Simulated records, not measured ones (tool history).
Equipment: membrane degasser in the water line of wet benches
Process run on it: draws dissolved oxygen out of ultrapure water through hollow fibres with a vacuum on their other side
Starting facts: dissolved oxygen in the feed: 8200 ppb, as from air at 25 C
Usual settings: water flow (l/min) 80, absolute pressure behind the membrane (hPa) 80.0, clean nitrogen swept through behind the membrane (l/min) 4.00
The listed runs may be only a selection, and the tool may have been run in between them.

run   hour  water flow (l/min)  absolute pressure behind the membrane (hPa)  clean nitrogen swept through behind the membrane (l/min)  dissolved oxygen in the water behind the degasser (ppb)  pressure that the water loses in the fibres (hPa)
  1    0.0                  80                                         80.0                                                      4.00                                                    224.7                                              514.7
  2   23.0                  80                                         80.0                                                      4.00                                                    225.7                                              514.5
  3   42.7                  80                                         80.0                                                      4.00                                                    226.1                                              516.3
  4   62.6                  80                                         80.0                                                      4.00                                                    225.6                                              519.5
  5   98.4                  80                                         80.0                                                      4.00                                                    225.2                                              513.7
  6  133.3                  80                                         80.0                                                      4.00                                                    224.8                                              511.2
  7  177.6                  80                                         80.0                                                      4.00                                                    226.0                                              517.8
  8  197.8                  80                                         80.0                                                      4.00                                                    224.9                                              516.0
  9  242.1                  80                                         80.0                                                      4.00                                                    225.0                                              516.4
 10  263.5                  64                                        162.9                                                      3.01                                                    584.8                                              413.6
 11  303.9                  64                                        162.9                                                      3.01                                                    588.7                                              415.2
 12  326.5                  55                                         80.0                                                      4.00                                                    155.7                                              355.2
 13  351.9                  55                                         80.0                                                      4.00                                                    156.4                                              357.5
 14  396.4                  65                                         95.9                                                      5.98                                                    168.3                                              421.9
 15  420.1                  59                                         57.7                                                      5.98                                                     66.2                                              380.8
 16  456.3                 101                                         57.7                                                     11.51                                                     82.2                                              652.9
 17  486.7                  85                                         80.0                                                      7.71                                                    140.4                                              550.6
     516.9  -- vacuum gauge calibrated
 18  528.5                  66                                         80.0                                                      2.23                                                    298.0                                              428.6

Alternative continuations, all from the tool just after run 18; predict every row:
  A  556.9                  76                                        146.4                                                      7.61                                                        ?                                                  ?
  B  556.9                  68                                         66.8                                                      1.65                                                        ?                                                  ?
  C  556.9                  80                                         80.0                                                      4.00                                                        ?                                                  ?

run  dissolved oxygen in the water behind the degasser (ppb)  pressure that the water loses in the fibres (hPa)
  A                                                    273.9                                              489.4
  B                                                    285.3                                              440.7
  C                                                    221.8                                              519.2
With no hidden state in the tool, these same runs would have given:
run  dissolved oxygen in the water behind the degasser (ppb)  pressure that the water loses in the fibres (hPa)
  A                                                    273.1                                              487.2
  B                                                    284.4                                              438.8
  C                                                    220.9                                              516.9

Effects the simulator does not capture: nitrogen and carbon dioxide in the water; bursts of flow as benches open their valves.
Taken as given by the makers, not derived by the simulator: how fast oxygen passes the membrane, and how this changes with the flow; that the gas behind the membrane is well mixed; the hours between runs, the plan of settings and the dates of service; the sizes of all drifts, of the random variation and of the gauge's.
